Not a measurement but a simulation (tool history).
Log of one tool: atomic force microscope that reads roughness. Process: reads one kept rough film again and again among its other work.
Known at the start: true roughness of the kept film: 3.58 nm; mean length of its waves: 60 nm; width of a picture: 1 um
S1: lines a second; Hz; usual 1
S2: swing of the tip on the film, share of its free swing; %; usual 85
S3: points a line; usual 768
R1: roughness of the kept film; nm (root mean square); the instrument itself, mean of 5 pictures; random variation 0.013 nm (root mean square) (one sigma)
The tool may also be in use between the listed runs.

run	hour	S1	S2	S3	R1
1	0	1	85	768	2.944
2	69.5	0.55	85	768	2.981
3	109.4	0.55	85	768	2.884
# hour 158.7: new tip fitted
4	180.4	1	65	768	3.259
5	234.2	1	65	768	3.115
6	286.9	1	65	768	2.969
7	326.2	1	65	768	2.904
# hour 337.2: new tip fitted
8	392.1	2	65	768	3.023
9	457.9	2	65	768	2.881
10	499.7	2	65	768	2.783
# hour 516.3: new tip fitted
11	550.1	1	85	355	2.935
# hour 554.3: height scale calibrated on a step standard
12	598.7	1.09	79	482	2.915
13	666.3	1.97	67	551	2.779
# hour 694.4: new tip fitted
14	701.3	1.97	67	551	3.129
15	749.6	0.94	84	768	2.929
16	799.4	1.6	85	832	2.613
17	834.2	1.6	85	832	2.52
# hour 868.6: new tip fitted
18	868.6	0.98	79	517	3.151
19	912	0.97	86	446	2.936
# hour 929.8: height scale calibrated on a step standard, once more
20	967.3	0.66	56	768	3.123
21	1012	1.37	59	849	2.963

4 ways to go on from here, each from the tool as it stands after run 21. What would each give?
# hour 1043.5: new tip fitted
A	1067.1	1	89	768	?
# hour 1043.5: new tip fitted
B	1067.1	1	85	528	?
# hour 1043.5: new tip fitted
C	1067.1	1	63	469	?
# hour 1043.5: new tip fitted
D	1067.1	1.37	59	932	?

run	R1
A	2.878
B	2.947
C	3.196
D	3.232
Without the tool's hidden state the same runs would have given:
run	R1
A	2.937
B	3.006
C	3.261
D	3.298
